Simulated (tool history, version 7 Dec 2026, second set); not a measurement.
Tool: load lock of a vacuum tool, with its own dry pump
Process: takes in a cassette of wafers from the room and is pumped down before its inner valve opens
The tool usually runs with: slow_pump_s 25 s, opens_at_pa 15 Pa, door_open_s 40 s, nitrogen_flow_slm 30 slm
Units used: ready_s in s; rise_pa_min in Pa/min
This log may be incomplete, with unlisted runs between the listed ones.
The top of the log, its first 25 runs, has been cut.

run,hour,slow_pump_s,opens_at_pa,door_open_s,nitrogen_flow_slm,hours that the pump has run since its overhaul,times that the door has closed on its seal,"incoming humidity of the room's air, %",ready_s,rise_pa_min
26,2067.3,25,19,207,18,6385,25271,46.4,44.0,0.229
27,2188.0,19,16,40,30,6506,25761,46.1,40.2,0.136
28,2308.5,47,25,58,27,6627,26250,46.7,58.5,0.147
29,2379.2,36,25,98,27,6697,26538,47.2,51.1,0.166
30,2490.3,36,25,98,27,6808,26989,45.4,51.0,0.168
31,2577.9,15,24,40,41,6896,27345,40.9,36.4,0.138
32,2635.4,25,15,238,10,6954,27579,46.1,44.4,0.311
33,2705.0,25,15,238,10,7023,27861,42.0,44.5,0.289
34,2812.0,15,24,40,16,7130,28296,45.2,36.1,0.158
35,2920.7,15,24,119,25,7239,28738,47.1,36.5,0.194
36,2999.5,25,29,40,5,7318,29058,43.8,43.5,0.190
37,3071.7,25,29,40,5,7390,29351,43.0,43.5,0.179

Consider 3 possible next runs. They are alternatives, not a sequence: every one starts from the tool as it was left by run 37. What does each give?
A,3158.5,25,17,97,29,7477,29704,47.8,?,?
B,3158.5,35,14,40,6,7477,29704,46.9,?,?
C,3158.5,26,21,77,30,7477,29704,46.2,?,?

run,ready_s,rise_pa_min
A,44.6,0.186
B,52.2,0.184
C,44.7,0.175
With no hidden state in the tool, these same runs would have given:
run,ready_s,rise_pa_min
A,43.4,0.065
B,51.2,0.063
C,43.5,0.053

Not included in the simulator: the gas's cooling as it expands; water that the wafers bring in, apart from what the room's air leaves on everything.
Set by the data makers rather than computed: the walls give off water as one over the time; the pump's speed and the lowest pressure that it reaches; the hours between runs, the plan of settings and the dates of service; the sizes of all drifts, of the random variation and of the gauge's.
